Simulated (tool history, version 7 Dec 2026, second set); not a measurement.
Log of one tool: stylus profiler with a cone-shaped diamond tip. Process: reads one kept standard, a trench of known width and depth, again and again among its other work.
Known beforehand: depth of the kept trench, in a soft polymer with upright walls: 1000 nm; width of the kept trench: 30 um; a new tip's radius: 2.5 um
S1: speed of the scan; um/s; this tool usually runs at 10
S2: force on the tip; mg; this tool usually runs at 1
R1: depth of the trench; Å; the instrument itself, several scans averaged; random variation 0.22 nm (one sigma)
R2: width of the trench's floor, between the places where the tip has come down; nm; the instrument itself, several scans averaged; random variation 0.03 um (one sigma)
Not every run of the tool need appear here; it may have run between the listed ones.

| run | hour | S1 | S2 | R1 | R2 |
|---|---|---|---|---|---|
| 1 | 0 | 10 | 1 | 10059.4 | 25880 |
| 2 | 30.7 | 10 | 1 | 10059.7 | 25920 |
| 3 | 51.4 | 10 | 1 | 10058.7 | 25850 |
| 4 | 81.9 | 10 | 2.85 | 10122.4 | 25910 |
| 5 | 116.1 | 10 | 1 | 10054.1 | 25860 |
| 6 | 135 | 10 | 1 | 10056.8 | 25860 |
| 7 | 155 | 10 | 1 | 10059.9 | 25760 |
| 8 | 170.1 | 10 | 1 | 10056 | 25840 |
| 9 | 196.6 | 10 | 1 | 10057.3 | 25820 |
| 10 | 227.5 | 10 | 1 | 10054.2 | 25850 |
| 11 | 258.9 | 10 | 1 | 10056.8 | 25840 |
| 12 | 289.1 | 32 | 1 | 10055.2 | 25680 |
| 13 | 323.2 | 32 | 1.03 | 10057.9 | 25650 |
| 14 | 339.1 | 32 | 1.03 | 10056 | 25620 |
| 15 | 360.7 | 32 | 1.03 | 10058.5 | 25660 |
| 16 | 391.4 | 15 | 1 | 10054.8 | 25780 |
| 17 | 413.6 | 15 | 1 | 10053.9 | 25770 |
| 18 | 446.3 | 15 | 1 | 10059.8 | 25760 |
| 19 | 475.5 | 15 | 1 | 10054.2 | 25730 |
| 20 | 498.6 | 15 | 1 | 10052.6 | 25740 |
| 21 | 523.4 | 10 | 1 | 10051.9 | 25730 |
| 22 | 557.4 | 10 | 1 | 10047.9 | 25830 |
| 23 | 589.4 | 17 | 1 | 10050.4 | 25690 |
| 24 | 613.3 | 11 | 1 | 10052 | 25780 |
| 25 | 627.6 | 19 | 1 | 10052.6 | 25670 |
| 26 | 643.3 | 19 | 1.18 | 10061.5 | 25760 |
| 27 | 667 | 19 | 2.75 | 10119 | 25730 |
| 28 | 701 | 39 | 0.47 | 10022 | 25390 |
| 29 | 718.5 | 39 | 2.18 | 10095.9 | 25580 |
| 30 | 741.2 | 39 | 2.18 | 10097.3 | 25630 |
| 31 | 761.7 | 3 | 2.18 | 10097.6 | 25780 |
| 32 | 794.5 | 5 | 1.97 | 10085.9 | 25760 |
| 33 | 827.6 | 5 | 1.97 | 10087.7 | 25780 |
| 34 | 851.8 | 5 | 1.97 | 10085.5 | 25740 |
| 35 | 870.5 | 5 | 1.97 | 10084.4 | 25760 |
| 36 | 902.7 | 5 | 1.58 | 10069.5 | 25770 |
| 37 | 927.6 | 30 | 1 | 10046.2 | 25520 |
| 38 | 948.4 | 30 | 1 | 10046.4 | 25530 |
| 39 | 978.5 | 2 | 0.35 | 10013.4 | 25700 |
| 40 | 1007.7 | 16 | 2.17 | 10091.5 | 25740 |
| 41 | 1023.7 | 16 | 2.17 | 10093.5 | 25690 |
| 42 | 1043.8 | 3 | 1.01 | 10047.4 | 25720 |
| 43 | 1075.7 | 3 | 1.01 | 10044.6 | 25730 |
| 44 | 1095 | 3 | 1.01 | 10042.1 | 25720 |
| 45 | 1129.7 | 8 | 1.8 | 10076.7 | 25650 |
| 46 | 1159.5 | 4 | 2.81 | 10107 | 25690 |
| 47 | 1193.5 | 6 | 1.09 | 10050.1 | 25760 |

Below, each run's measurement less what the same run would have read without the hidden state. Both values contain the same run-to-run variation, but the gauge's scatter may not be the same in both:
Hidden state present: radius of the tip, um; height scale over the true one, %; drift of the gauge itself on depth_nm, %; drift of the gauge itself on floor_um, %.
| run | R1 | R2 |
|---|---|---|
| 1 | -6.4 | -40 |
| 2 | -6.9 | -40 |
| 3 | -7.1 | -40 |
| 4 | -7.6 | -50 |
| 5 | -8 | -60 |
| 6 | -8.3 | -60 |
| 7 | -8.6 | -60 |
| 8 | -8.9 | -70 |
| 9 | -9.1 | -70 |
| 10 | -9.6 | -80 |
| 11 | -10 | -80 |
| 12 | -10.4 | -90 |
| 13 | -10.9 | -100 |
| 14 | -11.2 | -100 |
| 15 | -11.4 | -100 |
| 16 | -11.9 | -110 |
| 17 | -12.1 | -120 |
| 18 | -12.6 | -120 |
| 19 | -12.9 | -130 |
| 20 | -13.3 | -130 |
| 21 | -13.6 | -140 |
| 22 | -14.1 | -150 |
| 23 | -14.5 | -150 |
| 24 | -14.8 | -150 |
| 25 | -15.1 | -150 |
| 26 | -15.3 | -160 |
| 27 | -15.7 | -170 |
| 28 | -16.1 | -170 |
| 29 | -16.4 | -180 |
| 30 | -16.7 | -180 |
| 31 | -17 | -180 |
| 32 | -17.4 | -190 |
| 33 | -17.8 | -190 |
| 34 | -18.1 | -200 |
| 35 | -18.4 | -200 |
| 36 | -18.8 | -200 |
| 37 | -19 | -210 |
| 38 | -19.3 | -220 |
| 39 | -19.7 | -220 |
| 40 | -20.2 | -230 |
| 41 | -20.5 | -230 |
| 42 | -20.7 | -230 |
| 43 | -21.1 | -240 |
| 44 | -21.3 | -240 |
| 45 | -21.9 | -250 |
| 46 | -22.4 | -260 |
| 47 | -22.7 | -260 |
